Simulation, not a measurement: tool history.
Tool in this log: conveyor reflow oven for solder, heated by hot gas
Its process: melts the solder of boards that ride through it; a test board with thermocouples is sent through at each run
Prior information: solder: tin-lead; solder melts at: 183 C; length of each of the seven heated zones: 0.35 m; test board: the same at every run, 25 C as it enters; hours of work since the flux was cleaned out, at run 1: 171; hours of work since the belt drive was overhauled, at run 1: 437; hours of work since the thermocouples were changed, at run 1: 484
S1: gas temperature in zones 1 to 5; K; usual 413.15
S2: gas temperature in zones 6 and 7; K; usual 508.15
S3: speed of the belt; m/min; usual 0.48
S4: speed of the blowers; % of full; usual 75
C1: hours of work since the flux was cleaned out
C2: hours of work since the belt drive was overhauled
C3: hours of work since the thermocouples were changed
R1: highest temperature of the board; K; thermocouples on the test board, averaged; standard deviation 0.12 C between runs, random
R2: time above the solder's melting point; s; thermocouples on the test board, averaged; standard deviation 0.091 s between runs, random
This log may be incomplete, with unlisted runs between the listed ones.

run    hour      S1      S2     S3  S4   C1    C2   C3      R1     R2
  1       0  413.15  508.15   0.48  75  171   437  484  491.45  67.84
       28.6  -- flux residue cleaned out of gas plates and filters
  2    33.3  413.15  508.15   0.48  75    3   458  505  492.65  68.94
  3    79.9  413.15  508.15   0.48  75   37   492  539  492.25  68.75
      103.6  -- thermocouples of zones 6 and 7 changed
  4   111.7  413.15  508.15  0.568  75   59   513    6  486.85  52.63
  5   131.1  413.15  496.15   0.48  75   73   527   20  481.95  59.11
  6   158.7  413.15  496.15  0.545  75   93   548   40  478.05  46.49
  7   201.6  413.15  514.15   0.48  75  125   579   71  496.85  71.96
  8   242.9  413.15  514.15   0.48  75  155   609  102  496.45  71.93
  9     284  413.15  514.15   0.48  75  185   639  131  496.25  71.48
      293.1  -- flux residue cleaned out of gas plates and filters
 10   313.3  413.15  514.15   0.48  75   15   657  149  497.65  72.78
 11   360.7  413.15  515.15   0.48  75   49   691  184  498.45  73.29
 12   400.3  413.15  515.15   0.48  75   78   720  213  497.85  73.35
 13   436.1  413.15  515.15   0.48  65  104   746  239  495.25  70.86
 14   475.8  413.15  515.15   0.48  65  133   775  268  495.05  70.69
 15   512.2  413.15  515.15   0.48  65  160   802  294  494.95  70.45
 16     544  422.15  511.15   0.48  75  183   825  317  494.95  75.08
        557  -- flux residue cleaned out of gas plates and filters
 17   587.1  422.15  511.15   0.48  78   22   853  345  496.75  76.64
 18   611.7  413.15  513.15   0.48  75   40   871  363  496.35  72.36
 19   654.1  411.15  522.15   0.48  75   71   901  394  503.45  76.37
 20   701.4  413.15  501.15   0.46  75  105   936  428  486.45  67.34
 21   731.7  413.15  508.15  0.526  77  127   958  451  488.85  59.86
 22   763.5  413.15  508.15  0.526  77  151   981  474  488.45  59.61
 23   811.3  413.15  508.15  0.526  77  185  1016  509  488.05  59.11
      819.1  -- flux residue cleaned out of gas plates and filters
 24   859.6  422.15  511.15   0.52  66   29  1048  540  491.55  66.32
      883.4  -- thermocouples of zones 6 and 7 changed
 25   900.7  422.15  522.15   0.52  66   58  1076   13  501.75  73.66
 26   929.8  413.15  508.15   0.48  85   79  1097   34  494.45  71.62
 27   952.9  410.15  508.15    0.5  68   96  1114   51  489.25  62.11
 28   984.2  415.15  508.15   0.48  61  119  1137   74  489.35  67.23
 29  1006.5  426.15  508.15  0.437  75  135  1153   90  496.45   86.9

Each row is a separate what-if for the run after 29, all from the same tool condition, not one after another. Results?
  A  1035.4  426.15  508.15  0.437  75  156  1174  111   ?   ?
  B  1035.4  411.15  522.15   0.48  75  156  1174  111   ?   ?
  C  1035.4  426.15  499.15  0.437  83  156  1174  111   ?   ?
  D  1035.4  426.15  512.15  0.437  65  156  1174  111   ?   ?

run      R1     R2
  A  496.55  86.81
  B  503.75     77
  C  489.65  82.14
  D  498.35  87.92
What these runs would have given with no unlogged condition in the tool:
run      R1     R2
  A  497.55  85.62
  B  504.95  76.08
  C  490.65  81.27
  D  499.35  86.63

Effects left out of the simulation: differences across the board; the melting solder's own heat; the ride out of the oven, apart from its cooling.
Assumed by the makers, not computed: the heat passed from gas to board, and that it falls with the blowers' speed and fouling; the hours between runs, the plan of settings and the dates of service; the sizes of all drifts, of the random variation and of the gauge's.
